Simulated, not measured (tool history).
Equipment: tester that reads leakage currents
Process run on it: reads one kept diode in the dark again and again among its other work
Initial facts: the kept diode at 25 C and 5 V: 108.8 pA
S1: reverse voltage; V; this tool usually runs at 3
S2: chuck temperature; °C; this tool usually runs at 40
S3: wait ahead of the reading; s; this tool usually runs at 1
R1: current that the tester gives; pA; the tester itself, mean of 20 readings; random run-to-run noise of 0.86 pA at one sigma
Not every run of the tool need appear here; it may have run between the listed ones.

run	day	S1	S2	S3	R1
1	0	3	40	1	277.88
2	1.3	1.87	40	1	212.38
3	3.35	3	40	2.44	276.92
4	4.688	3	20	1	52.37
5	6.875	3	40	1	276.89
6	9.088	3	40	1	276.47
7	11.117	3	40	1	276.91
8	13.267	3	40	1	274.46
9	14.646	3	40	1	274.78
10	16.5	3	40	1	273.63
11	18.188	3	40	1	274.78
12	19.742	3	40	1	274.59
13	21.575	3	40	1	273.61
14	23.517	3	40	1	272.98
15	25.45	3	40	1	274.47
# day 27.383: tester calibrated
16	27.383	3	40	1	267.81
17	29.679	3	40	1	267.07
18	31.833	3	40	1	267.67
19	34.054	3	40	1	267.1
20	35.538	3	40	1	267.17
21	37.925	3	40	1	267.01
22	39.375	6.32	34	1.06	251.62
23	40.758	6.32	34	1.06	250.46
24	41.988	7.33	57	2.7	1571.4
25	43.6	7.33	57	2.7	1568.14
26	45.629	7.33	57	2.7	1570.28
27	48.108	6.14	48	0.32	739.98
28	50.071	3	40	4.91	263.24
29	51.271	4.28	31	2.01	156.2
30	52.35	3	32	3.61	138.72
31	54.417	13.25	32	3.61	323.4
32	56.683	12.71	32	4.47	313.27
33	58.554	3	32	1	138.16
34	60.292	5.06	32	1.8	185.35
35	62.662	1.81	40	1	198.36
36	64.012	10.62	21	1	114.41
37	65.108	10.62	21	1	115.19
38	67.192	3	38	1	222.74
39	69.142	7.26	50	4.38	927.46
40	71.179	4.96	27	1	120.38

Results for each run, recomputed without the tool's hidden state and with each run's random variation untouched:
The hidden state here: stray current of the dirty probe card, pA a volt; current scale over the true one, %; true chuck temperature over the reading, C; drift of the gauge itself on leakage_pa, %.
run	R1
1	286.24
2	219.09
3	285.74
4	53.33
5	286.19
6	286.11
7	286.85
8	284.64
9	285.19
10	284.29
11	285.77
12	285.83
13	285.07
14	284.72
15	286.54
16	285.71
17	285.22
18	286.16
19	285.89
20	286.17
21	286.37
22	268.65
23	267.58
24	1682.32
25	1680.14
26	1684.12
27	795.85
28	284.17
29	167.82
30	149.61
31	344.64
32	334.35
33	149.4
34	199.87
35	215.79
36	118.65
37	119.48
38	242.4
39	1007.25
40	129.53
